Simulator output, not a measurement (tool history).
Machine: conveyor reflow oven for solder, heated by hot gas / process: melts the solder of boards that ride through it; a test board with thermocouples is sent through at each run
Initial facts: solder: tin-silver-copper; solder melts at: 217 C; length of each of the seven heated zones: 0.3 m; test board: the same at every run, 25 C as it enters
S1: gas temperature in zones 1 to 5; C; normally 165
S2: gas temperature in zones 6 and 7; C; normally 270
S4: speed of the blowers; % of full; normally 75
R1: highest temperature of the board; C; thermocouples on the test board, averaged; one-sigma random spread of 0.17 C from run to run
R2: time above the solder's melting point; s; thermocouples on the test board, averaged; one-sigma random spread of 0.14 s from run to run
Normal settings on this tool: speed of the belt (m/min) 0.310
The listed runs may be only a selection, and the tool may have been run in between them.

Run 1, hour 0.0: usual settings. Result: R1 257.5 C, R2 90.6 s.
Run 2, hour 58.7: usual settings. Result: R1 257.3 C, R2 90.4 s.
Run 3, hour 138.9: usual settings but S4 57 % of full. Result: R1 253.5 C, R2 85.2 s.
Run 4, hour 193.6: usual settings but S4 57 % of full. Result: R1 253.3 C, R2 84.7 s.
Run 5, hour 250.6: usual settings but S4 57 % of full. Result: R1 253.1 C, R2 84.7 s.
Run 6, hour 287.6: usual settings but S4 57 % of full. Result: R1 253.0 C, R2 84.4 s.
Run 7, hour 346.5: usual settings but S4 57 % of full. Result: R1 253.0 C, R2 84.2 s.
Run 8, hour 428.0: usual settings but S2 266 C. Result: R1 252.6 C, R2 85.8 s.
At hour 452.0: flux residue cleaned out of gas plates and filters.
Run 9, hour 509.1: usual settings but S2 266 C. Result: R1 251.7 C, R2 84.5 s.
At hour 515.4: thermocouples of zones 6 and 7 changed.
Run 10, hour 571.1: usual settings. Result: R1 257.1 C, R2 89.5 s.
At hour 634.1: flux residue cleaned out of gas plates and filters, once more.
Run 11, hour 656.7: usual settings. Result: R1 258.9 C, R2 92.4 s.
Run 12, hour 726.5: usual settings. Result: R1 259.4 C, R2 92.3 s.
Run 13, hour 762.9: usual settings. Result: R1 259.0 C, R2 92.2 s.
Run 14, hour 826.8: usual settings but S1 152 C, S2 264 C, speed of the belt (m/min) 0.254, S4 73 % of full. Result: R1 256.2 C, R2 106.9 s.
Run 15, hour 884.0: usual settings but S1 172 C, S4 76 % of full. Result: R1 259.6 C, R2 96.2 s.
Run 16, hour 964.8: usual settings but S1 155 C, S2 267 C, speed of the belt (m/min) 0.305, S4 50 % of full. Result: R1 248.9 C, R2 76.3 s.
Run 17, hour 1015.6: usual settings but S1 155 C, S2 267 C, speed of the belt (m/min) 0.305, S4 50 % of full. Result: R1 248.9 C, R2 76.3 s.
Run 18, hour 1091.9: usual settings but S2 276 C, speed of the belt (m/min) 0.366, S4 67 % of full. Result: R1 256.6 C, R2 74.0 s.
Run 19, hour 1156.4: usual settings but S2 276 C, speed of the belt (m/min) 0.366, S4 67 % of full. Result: R1 256.3 C, R2 73.9 s.
Run 20, hour 1192.2: usual settings but S2 276 C, speed of the belt (m/min) 0.366, S4 67 % of full. Result: R1 256.4 C, R2 73.8 s.
Run 21, hour 1243.3: usual settings but S1 174 C, S2 277 C, speed of the belt (m/min) 0.281, S4 50 % of full. Result: R1 263.3 C, R2 109.8 s.
Run 22, hour 1291.1: usual settings but S1 174 C, S2 277 C, speed of the belt (m/min) 0.281, S4 50 % of full. Result: R1 262.9 C, R2 109.7 s.
Run 23, hour 1343.5: usual settings but S1 174 C, S2 277 C, speed of the belt (m/min) 0.281, S4 50 % of full. Result: R1 262.6 C, R2 109.6 s.
At hour 1387.3: flux residue cleaned out of gas plates and filters.
Run 24, hour 1387.3: usual settings but S1 174 C, S2 277 C, speed of the belt (m/min) 0.281, S4 50 % of full. Result: R1 263.9 C, R2 111.0 s.
Run 25, hour 1462.4: usual settings but S1 162 C, S2 261 C, speed of the belt (m/min) 0.342, S4 66 % of full. Result: R1 245.4 C, R2 67.7 s.
Run 26, hour 1542.7: usual settings but S1 162 C, S2 261 C, speed of the belt (m/min) 0.317, S4 66 % of full. Result: R1 247.2 C, R2 77.1 s.

Results per run with the tool's hidden condition removed, run-to-run variation unchanged:
The hidden state here: heat that the gas passes to the board, % of a clean oven's; belt's true speed, % of the reading; true gas temperature in zones 6 and 7 over the reading, C; drift of the gauge itself on peak_c, C; drift of the gauge itself on liquid_s, %.
run     R1     R2
  1  259.2   92.1
  2  259.1   92.0
  3  255.4   87.1
  4  255.3   86.8
  5  255.2   86.9
  6  255.2   86.7
  7  255.3   86.7
  8  255.3   88.5
  9  255.3   88.6
 10  259.2   91.7
 11  259.0   91.8
 12  259.6   91.8
 13  259.3   91.8
 14  256.7  106.6
 15  260.2   96.0
 16  249.5   76.6
 17  249.7   76.7
 18  257.9   74.5
 19  257.8   74.6
 20  258.0   74.6
 21  264.4  109.7
 22  264.2  109.6
 23  264.0  109.6
 24  264.4  109.8
 25  246.0   67.4
 26  248.0   77.0
